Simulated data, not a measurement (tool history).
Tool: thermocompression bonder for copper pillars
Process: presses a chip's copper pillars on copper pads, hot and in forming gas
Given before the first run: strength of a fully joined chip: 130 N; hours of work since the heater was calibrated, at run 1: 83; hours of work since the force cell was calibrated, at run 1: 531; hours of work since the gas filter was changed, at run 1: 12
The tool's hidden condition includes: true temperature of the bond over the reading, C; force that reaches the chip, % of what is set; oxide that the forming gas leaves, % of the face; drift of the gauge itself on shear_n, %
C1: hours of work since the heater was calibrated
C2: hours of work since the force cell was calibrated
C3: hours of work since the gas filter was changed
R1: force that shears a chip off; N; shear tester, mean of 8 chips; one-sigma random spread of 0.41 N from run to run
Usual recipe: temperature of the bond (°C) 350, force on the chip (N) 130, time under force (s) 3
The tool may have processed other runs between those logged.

{"run": 1, "hour": 0.0, "temperature of the bond (°C)": 350, "force on the chip (N)": 130, "time under force (s)": 3, "C1": 83, "C2": 531, "C3": 12, "R1": 59.6}
{"run": 2, "hour": 15.2, "temperature of the bond (°C)": 350, "force on the chip (N)": 130, "time under force (s)": 3, "C1": 90, "C2": 538, "C3": 20, "R1": 59.1}
{"run": 3, "hour": 34.3, "temperature of the bond (°C)": 350, "force on the chip (N)": 130, "time under force (s)": 3, "C1": 99, "C2": 547, "C3": 29, "R1": 59.3}
{"run": 4, "hour": 55.8, "temperature of the bond (°C)": 350, "force on the chip (N)": 130, "time under force (s)": 3, "C1": 109, "C2": 557, "C3": 39, "R1": 59.5}
{"run": 5, "hour": 74.8, "temperature of the bond (°C)": 350, "force on the chip (N)": 130, "time under force (s)": 3, "C1": 118, "C2": 566, "C3": 48, "R1": 58.8}
{"run": 6, "hour": 97.9, "temperature of the bond (°C)": 350, "force on the chip (N)": 130, "time under force (s)": 3, "C1": 129, "C2": 577, "C3": 59, "R1": 58.4}
{"run": 7, "hour": 126.7, "temperature of the bond (°C)": 350, "force on the chip (N)": 130, "time under force (s)": 7, "C1": 142, "C2": 591, "C3": 72, "R1": 78.3}
{"run": 8, "hour": 146.4, "temperature of the bond (°C)": 350, "force on the chip (N)": 130, "time under force (s)": 2, "C1": 152, "C2": 600, "C3": 82, "R1": 50.3}
{"run": 9, "hour": 162.1, "temperature of the bond (°C)": 350, "force on the chip (N)": 177, "time under force (s)": 3, "C1": 159, "C2": 608, "C3": 89, "R1": 72.5}
{"run": 10, "hour": 186.0, "temperature of the bond (°C)": 350, "force on the chip (N)": 95, "time under force (s)": 3, "C1": 170, "C2": 619, "C3": 100, "R1": 45.7}
{"run": 11, "hour": 203.9, "temperature of the bond (°C)": 350, "force on the chip (N)": 95, "time under force (s)": 3, "C1": 179, "C2": 627, "C3": 109, "R1": 45.1}
{"run": 12, "hour": 222.9, "temperature of the bond (°C)": 350, "force on the chip (N)": 95, "time under force (s)": 3, "C1": 188, "C2": 636, "C3": 118, "R1": 46}
{"run": 13, "hour": 238.9, "temperature of the bond (°C)": 350, "force on the chip (N)": 95, "time under force (s)": 3, "C1": 196, "C2": 644, "C3": 125, "R1": 45.3}
{"run": 14, "hour": 264.9, "temperature of the bond (°C)": 350, "force on the chip (N)": 95, "time under force (s)": 3, "C1": 208, "C2": 656, "C3": 138, "R1": 45.3}
{"run": 15, "hour": 289.0, "temperature of the bond (°C)": 347, "force on the chip (N)": 91, "time under force (s)": 2, "C1": 219, "C2": 668, "C3": 149, "R1": 34.9}
{"run": 16, "hour": 312.1, "temperature of the bond (°C)": 372, "force on the chip (N)": 130, "time under force (s)": 3, "C1": 230, "C2": 679, "C3": 160, "R1": 69.1}
{"run": 17, "hour": 341.4, "temperature of the bond (°C)": 344, "force on the chip (N)": 130, "time under force (s)": 8, "C1": 244, "C2": 692, "C3": 174, "R1": 75.3}
{"run": 18, "hour": 373.3, "temperature of the bond (°C)": 358, "force on the chip (N)": 130, "time under force (s)": 4, "C1": 259, "C2": 708, "C3": 189, "R1": 67.8}
{"run": 19, "hour": 393.8, "temperature of the bond (°C)": 357, "force on the chip (N)": 128, "time under force (s)": 3, "C1": 269, "C2": 717, "C3": 199, "R1": 59.4}
{"run": 20, "hour": 418.2, "temperature of the bond (°C)": 334, "force on the chip (N)": 179, "time under force (s)": 5, "C1": 280, "C2": 729, "C3": 210, "R1": 72.6}
{"run": 21, "hour": 449.8, "temperature of the bond (°C)": 354, "force on the chip (N)": 167, "time under force (s)": 9, "C1": 295, "C2": 744, "C3": 225, "R1": 93.9}
{"run": 22, "hour": 475.8, "temperature of the bond (°C)": 354, "force on the chip (N)": 167, "time under force (s)": 9, "C1": 308, "C2": 756, "C3": 237, "R1": 93.4}
{"hour": 492.6, "done": "forming gas filter changed"}
{"run": 23, "hour": 499.5, "temperature of the bond (°C)": 329, "force on the chip (N)": 165, "time under force (s)": 7, "C1": 319, "C2": 767, "C3": 3, "R1": 78.6}
{"run": 24, "hour": 524.7, "temperature of the bond (°C)": 372, "force on the chip (N)": 165, "time under force (s)": 2, "C1": 330, "C2": 779, "C3": 15, "R1": 74.6}
{"run": 25, "hour": 552.0, "temperature of the bond (°C)": 372, "force on the chip (N)": 91, "time under force (s)": 2, "C1": 343, "C2": 792, "C3": 28, "R1": 48.6}

Entry by entry between the runs, the difference in hidden state between the last listed run before and the first listed run after:
In the gap between runs 22 and 23: forming gas filter changed (hour 492.6)
  true temperature of the bond over the reading, C: 2.3 -> 2.4; force that reaches the chip, % of what is set: 96.9 -> 96.8; oxide that the forming gas leaves, % of the face: 7.88 -> 0.61
  measured less the result without the state, R1: -7.6 -> +0 N
